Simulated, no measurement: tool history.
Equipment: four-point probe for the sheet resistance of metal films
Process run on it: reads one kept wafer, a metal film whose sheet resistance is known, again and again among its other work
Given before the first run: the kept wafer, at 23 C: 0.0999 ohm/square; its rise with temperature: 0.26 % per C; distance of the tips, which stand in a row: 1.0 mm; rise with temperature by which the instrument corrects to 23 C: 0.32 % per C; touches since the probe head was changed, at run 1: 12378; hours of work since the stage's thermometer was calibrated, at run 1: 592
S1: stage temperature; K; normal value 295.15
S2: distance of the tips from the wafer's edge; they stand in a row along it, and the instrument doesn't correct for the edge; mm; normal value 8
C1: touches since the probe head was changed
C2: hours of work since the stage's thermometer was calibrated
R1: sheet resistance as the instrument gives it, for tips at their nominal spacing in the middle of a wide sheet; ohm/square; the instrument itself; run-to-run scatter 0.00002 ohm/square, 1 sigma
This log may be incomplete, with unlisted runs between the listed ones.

run	hour	S1	S2	C1	C2	R1
1	0.0	295.15	8	12378	592	0.101012
2	15.8	295.15	9	12794	599	0.100872
3	27.2	295.15	9	13093	604	0.100864
4	40.9	295.15	9	13455	609	0.100847
5	51.8	295.15	62	13740	614	0.100213
6	58.6	295.15	8	13919	616	0.101013
7	73.8	295.15	12	14319	623	0.100541
8	80.8	295.15	12	14504	626	0.100551
9	89.2	295.15	12	14723	629	0.100515
10	102.5	295.15	12	15074	635	0.100564
11	116.2	295.15	4	15433	640	0.103469
12	132.0	295.15	4	15850	647	0.103396
13	145.7	295.15	4	16209	652	0.103416
14	154.9	295.15	8	16453	656	0.100970
15	164.2	295.15	8	16697	660	0.101017
16	173.2	295.15	8	16932	664	0.101011

What does the tool deliver on the next run?
17	182.4	295.15	8	17175	668	?

{"run 17": {"R1": 0.100947}}
Without the tool's hidden state the same run would have given R1 0.100743 ohm/square.
